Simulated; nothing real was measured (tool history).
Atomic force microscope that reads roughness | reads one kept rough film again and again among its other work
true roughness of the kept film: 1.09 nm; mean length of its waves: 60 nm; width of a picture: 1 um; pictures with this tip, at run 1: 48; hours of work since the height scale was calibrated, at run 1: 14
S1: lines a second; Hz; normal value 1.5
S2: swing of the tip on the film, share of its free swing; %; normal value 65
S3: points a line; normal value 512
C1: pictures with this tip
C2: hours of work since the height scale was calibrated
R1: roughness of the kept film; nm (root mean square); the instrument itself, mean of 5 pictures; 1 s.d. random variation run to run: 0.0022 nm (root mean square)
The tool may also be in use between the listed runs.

| run | day | S1 | S2 | S3 | C1 | C2 | R1 |
|---|---|---|---|---|---|---|---|
| 1 | 0 | 1.5 | 65 | 512 | 48 | 14 | 1.029 |
| 2 | 0.712 | 1.5 | 65 | 512 | 84 | 25 | 1.025 |
| 3 | 1.829 | 1.5 | 65 | 512 | 141 | 43 | 1.014 |
|  | 2.442 | new tip fitted |
| 4 | 2.996 | 1.5 | 65 | 512 | 29 | 61 | 1.027 |
| 5 | 3.558 | 0.94 | 65 | 512 | 57 | 69 | 1.042 |
| 6 | 4.375 | 1.5 | 65 | 400 | 99 | 82 | 1.023 |
| 7 | 4.917 | 1.5 | 65 | 400 | 127 | 91 | 1.021 |
|  | 5.829 | new tip fitted |
| 8 | 5.829 | 1.5 | 65 | 400 | 0 | 104 | 1.036 |
| 9 | 6.462 | 1.5 | 65 | 400 | 32 | 114 | 1.034 |
| 10 | 7.421 | 1.5 | 65 | 400 | 81 | 129 | 1.032 |
| 11 | 8.533 | 1.5 | 65 | 512 | 138 | 146 | 1.022 |
| 12 | 9.033 | 1.5 | 65 | 702 | 164 | 154 | 1.016 |
|  | 9.192 | new tip fitted |
| 13 | 9.929 | 1.5 | 62 | 702 | 37 | 168 | 1.04 |
| 14 | 10.458 | 1.5 | 62 | 702 | 64 | 176 | 1.037 |
| 15 | 11.179 | 1.5 | 65 | 512 | 101 | 187 | 1.026 |
| 16 | 11.658 | 1.5 | 71 | 512 | 126 | 195 | 1.003 |
| 17 | 12.171 | 1.5 | 71 | 512 | 152 | 203 | 1.001 |
|  | 12.562 | new tip fitted |
| 18 | 12.7 | 1.5 | 55 | 512 | 7 | 211 | 1.062 |
| 19 | 13.55 | 1.5 | 55 | 512 | 50 | 224 | 1.05 |
| 20 | 14.675 | 1.5 | 65 | 512 | 108 | 241 | 1.024 |
| 21 | 15.4 | 1.5 | 65 | 512 | 145 | 253 | 1.022 |
|  | 15.971 | new tip fitted |
| 22 | 16.004 | 1.5 | 65 | 512 | 1 | 262 | 1.04 |
| 23 | 16.683 | 1.5 | 64 | 512 | 36 | 272 | 1.036 |
| 24 | 17.238 | 1.5 | 89 | 512 | 64 | 281 | 0.931 |
| 25 | 18.146 | 1.5 | 59 | 512 | 111 | 295 | 1.042 |
|  | 18.242 | height scale calibrated on a step standard |
| 26 | 19.033 | 1.66 | 59 | 512 | 154 | 12 | 1.039 |
|  | 19.442 | new tip fitted |
| 27 | 19.85 | 1.66 | 59 | 512 | 21 | 25 | 1.051 |
| 28 | 20.671 | 3.17 | 61 | 512 | 62 | 37 | 1.008 |
| 29 | 21.65 | 3.16 | 65 | 840 | 113 | 53 | 0.983 |
| 30 | 22.762 | 0.85 | 65 | 429 | 169 | 70 | 1.038 |
|  | 22.842 | new tip fitted |
| 31 | 23.362 | 1.5 | 86 | 965 | 27 | 79 | 0.952 |
| 32 | 23.988 | 1.5 | 86 | 965 | 59 | 89 | 0.951 |
|  | 24.333 | height scale calibrated on a step standard, once more |
| 33 | 24.908 | 1.33 | 65 | 915 | 104 | 9 | 1.024 |
| 34 | 25.671 | 1.5 | 89 | 512 | 143 | 21 | 0.917 |
|  | 26.267 | new tip fitted |
| 35 | 26.625 | 1.5 | 89 | 512 | 18 | 35 | 0.929 |
| 36 | 27.696 | 1.21 | 56 | 398 | 73 | 52 | 1.049 |
| 37 | 28.812 | 1.21 | 56 | 398 | 130 | 69 | 1.039 |
| 38 | 29.583 | 0.71 | 56 | 446 | 169 | 81 | 1.047 |
|  | 29.683 | new tip fitted |
| 39 | 30.775 | 0.71 | 56 | 446 | 56 | 100 | 1.06 |
| 40 | 31.488 | 0.71 | 56 | 446 | 92 | 111 | 1.056 |
| 41 | 32.154 | 3.85 | 84 | 452 | 127 | 121 | 0.801 |
| 42 | 32.733 | 1.44 | 87 | 925 | 156 | 130 | 0.93 |
|  | 33.021 | new tip fitted |
| 43 | 33.346 | 1.44 | 63 | 679 | 16 | 139 | 1.038 |
| 44 | 33.842 | 1.44 | 63 | 679 | 42 | 147 | 1.033 |
| 45 | 35 | 1.44 | 63 | 679 | 101 | 165 | 1.027 |
| 46 | 35.904 | 1.44 | 63 | 679 | 147 | 179 | 1.024 |
|  | 36.379 | new tip fitted |
| 47 | 36.467 | 2.4 | 71 | 539 | 5 | 187 | 0.975 |

Pick out some run-to-run changes in R1. Of each, how much would a tool without hidden state show as well, from the settings, what came in and chance, and how much is left for the hidden state and any gauge scatter not in both results compared?
The tool's hidden condition here consists of: radius of the tip, nm; height scale over the true one, %; drift of the gauge itself on roughness_nm, %.
Run 17 -> 18: S2 71 -> 55, new tip fitted. R1 +0.061 nm (root mean square): hidden state +0.019, all else +0.042.
Run 21 -> 22: new tip fitted. R1 +0.018 nm (root mean square): hidden state +0.017, all else +0.001.
Run 35 -> 36: S1 1.5 -> 1.21, S2 89 -> 56, S3 512 -> 398. R1 +0.12 nm (root mean square): hidden state -0.008, all else +0.128.
Run 40 -> 41: S1 0.71 -> 3.85, S2 56 -> 84, S3 446 -> 452. R1 -0.255 nm (root mean square): hidden state -0.001, all else -0.254.
Run 41 -> 42: S1 3.85 -> 1.44, S2 84 -> 87, S3 452 -> 925. R1 +0.129 nm (root mean square): hidden state -0.005, all else +0.134.
Run 46 -> 47: S1 1.44 -> 2.4, S2 63 -> 71, S3 679 -> 539, new tip fitted. R1 -0.049 nm (root mean square): hidden state +0.018, all else -0.067.
